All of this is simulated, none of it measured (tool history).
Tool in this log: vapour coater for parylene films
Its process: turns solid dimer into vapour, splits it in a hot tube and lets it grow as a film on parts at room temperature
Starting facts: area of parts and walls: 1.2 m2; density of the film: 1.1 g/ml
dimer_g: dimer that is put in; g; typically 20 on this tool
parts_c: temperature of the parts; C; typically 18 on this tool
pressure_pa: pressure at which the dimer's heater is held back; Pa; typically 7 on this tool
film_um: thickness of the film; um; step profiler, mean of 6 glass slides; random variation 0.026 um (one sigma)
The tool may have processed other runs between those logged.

run     day  dimer_g  parts_c  pressure_pa  film_um
  1       0       20       18            7     9.05
  2     0.4       20       18         5.82     9.39
  3     1.1       20       18         5.82     9.38
  4   2.038       20       18         5.82      9.3
  5   2.638       20       25            7      7.7
  6    3.15       20       25            7      7.7
      3.388  -- trap's valve overhauled
  7   3.892       20       25            7     8.08
  8   4.517       20       18            7     9.35
  9   5.021       20       14            7    10.15
 10   5.571       11       18            7     5.17
 11       6       20       18         8.99     8.89
 12   6.479       16       18            7     7.39
 13   7.367       16       18            7     7.36
 14   8.267       20       18          2.6    10.99
 15   8.842       20       18          2.6    10.96
      8.925  -- table's thermometer calibrated
 16    9.75       20       18            7     9.14
 17  10.717       20       18            7     9.12
 18  11.429       20       18            7     9.09
 19  12.062       20       18            7     9.03
 20   12.95       20       18            7        9
     13.462  -- trap's valve overhauled
 21  13.921       20       10            7    11.28
     14.475  -- table's thermometer calibrated, once more
 22  14.754       14       18            7     6.48
 23  15.304       20       19            7     9.09
 24  16.225       29       19         6.57    13.21
 25  17.112       14       18         2.93      7.5
 26  17.979       14       18         2.93     7.46
 27  18.879       29       18         2.83    15.49
 28    19.4       19       29            7     6.82
 29   20.15       19       29            7     6.76
 30  20.817       17       29            7     6.04
 31  21.388       17       29            7     6.05
 32   22.15       20       18         4.37     9.69
 33  22.821       20       18         4.37     9.71
 34  23.296       10       10         5.56      5.5
     23.558  -- trap's valve overhauled
 35  24.054       25       26         5.05    10.33
 36  24.954       20       24        11.62     7.41
 37   25.75       20       24        11.62     7.43
 38  26.421        9       27         2.53     4.08
 39  27.104       15       17         2.53      8.4
 40  27.571       14       18         2.93     7.45
 41  28.096       11       27         9.47     3.92
 42  29.038       11       27         9.47     3.87
 43  29.612       11       27         9.47     3.86
 44  30.521       10       19         2.82     5.18
 45    31.1       20       15            7     9.65
 46  31.683       27       20         2.14     14.3

What if the next run were any one of these 3? Each begins from the tool's condition after run 46:
  A  32.421       21       18            7        ?
  B  32.421       15       12         2.14        ?
  C  32.421       13       20         4.99        ?

run  film_um
  A     9.39
  B     9.42
  C     5.93
Had the tool no hidden state, the same runs would have come out as:
run  film_um
  A     9.82
  B     9.86
  C      6.2

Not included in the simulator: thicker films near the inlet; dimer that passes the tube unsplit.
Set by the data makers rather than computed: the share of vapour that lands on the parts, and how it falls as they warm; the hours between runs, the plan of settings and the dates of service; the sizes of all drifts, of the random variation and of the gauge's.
